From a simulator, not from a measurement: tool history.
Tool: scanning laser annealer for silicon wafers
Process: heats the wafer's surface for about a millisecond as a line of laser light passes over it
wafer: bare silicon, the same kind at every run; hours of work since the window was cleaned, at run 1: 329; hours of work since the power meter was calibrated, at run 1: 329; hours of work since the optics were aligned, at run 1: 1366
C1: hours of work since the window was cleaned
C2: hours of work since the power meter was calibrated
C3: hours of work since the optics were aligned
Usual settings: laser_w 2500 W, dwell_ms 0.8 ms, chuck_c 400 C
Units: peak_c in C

run 1 day=0 | laser_w=2500 dwell_ms=0.8 chuck_c=400 | C1=329 C2=329 C3=1366 | peak_c=1065
run 2 day=0.471 | laser_w=2500 dwell_ms=0.8 chuck_c=400 | C1=336 C2=336 C3=1374 | peak_c=1064
run 3 day=0.833 | laser_w=2500 dwell_ms=0.8 chuck_c=400 | C1=342 C2=342 C3=1380 | peak_c=1064
run 4 day=1.233 | laser_w=2500 dwell_ms=0.8 chuck_c=434 | C1=348 C2=348 C3=1386 | peak_c=1097
run 5 day=1.733 | laser_w=2500 dwell_ms=0.8 chuck_c=434 | C1=356 C2=356 C3=1394 | peak_c=1095
-- day=1.888 laser's power meter calibrated
run 6 day=2.246 | laser_w=2500 dwell_ms=0.8 chuck_c=434 | C1=362 C2=6 C3=1400 | peak_c=1096
run 7 day=2.475 | laser_w=2500 dwell_ms=0.8 chuck_c=434 | C1=366 C2=9 C3=1403 | peak_c=1097
-- day=2.833 laser's power meter calibrated, once more
run 8 day=2.833 | laser_w=2728 dwell_ms=0.8 chuck_c=374 | C1=369 C2=0 C3=1407 | peak_c=1108
run 9 day=3.058 | laser_w=2500 dwell_ms=0.8 chuck_c=432 | C1=373 C2=4 C3=1411 | peak_c=1095
run 10 day=3.292 | laser_w=2500 dwell_ms=0.8 chuck_c=432 | C1=376 C2=7 C3=1414 | peak_c=1096
-- day=3.521 optics aligned, line set to its width
run 11 day=3.975 | laser_w=2500 dwell_ms=0.8 chuck_c=432 | C1=384 C2=15 C3=7 | peak_c=1108

The next listed run, before its measurement:
run 12 day=4.308 | laser_w=2486 dwell_ms=0.62 chuck_c=399 | C1=389 C2=20 C3=12 | peak_c=?

{"run 12": {"peak_c": 976}}
Without the tool's hidden state the same run would have given peak_c 1006 C.

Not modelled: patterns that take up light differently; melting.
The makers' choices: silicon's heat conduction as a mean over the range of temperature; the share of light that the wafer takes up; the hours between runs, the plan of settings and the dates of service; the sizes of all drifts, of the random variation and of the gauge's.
